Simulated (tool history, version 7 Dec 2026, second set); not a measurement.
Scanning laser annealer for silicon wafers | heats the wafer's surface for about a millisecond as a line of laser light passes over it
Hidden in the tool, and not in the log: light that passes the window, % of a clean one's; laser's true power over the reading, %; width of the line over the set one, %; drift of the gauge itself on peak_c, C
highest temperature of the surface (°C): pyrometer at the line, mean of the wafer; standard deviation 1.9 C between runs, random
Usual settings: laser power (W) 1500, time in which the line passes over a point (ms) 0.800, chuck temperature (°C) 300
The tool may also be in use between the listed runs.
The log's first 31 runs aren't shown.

run    hour  laser power (W)  time in which the line passes over a point (ms)  chuck temperature (°C)  hours of work since the window was cleaned  hours of work since the power meter was calibrated  hours of work since the optics were aligned  highest temperature of the surface (°C)
 32  1235.5             1469                                            0.697                     325                                         190                                                 985                                          468                                     1034
 33  1268.5             1609                                            0.697                     261                                         205                                                 999                                          483                                     1058
 34  1319.2             1609                                            0.697                     261                                         227                                                1022                                          505                                     1053
 35  1372.0             1609                                            0.697                     261                                         251                                                1045                                          529                                     1052
 36  1419.9             1417                                            0.927                     268                                         272                                                1066                                          550                                     1044
 37  1447.0             1601                                            0.962                     323                                         284                                                1078                                          562                                     1245
 38  1496.4             1500                                            0.969                     301                                         305                                                1100                                          583                                     1151
 39  1537.6             1500                                            0.969                     301                                         323                                                1118                                          601                                     1151
 40  1581.0             1500                                            0.969                     301                                         342                                                1137                                          621                                     1152
 41  1624.4             1598                                            0.920                     280                                         362                                                1156                                          640                                     1173
 42  1654.7             1598                                            0.920                     280                                         375                                                1169                                          653                                     1170

Predict each of these 3 candidate next runs independently; none follows another, all start after run 42:
  A  1704.1             1500                                            0.800                     305                                         397                                                1191                                          675                                        ?
  B  1704.1             1598                                            0.920                     291                                         397                                                1191                                          675                                        ?
  C  1704.1             1305                                            0.800                     300                                         397                                                1191                                          675                                        ?

run  highest temperature of the surface (°C)
  A                                     1068
  B                                     1176
  C                                      940
With no hidden state in the tool, these same runs would have given:
run  highest temperature of the surface (°C)
  A                                     1109
  B                                     1224
  C                                      974
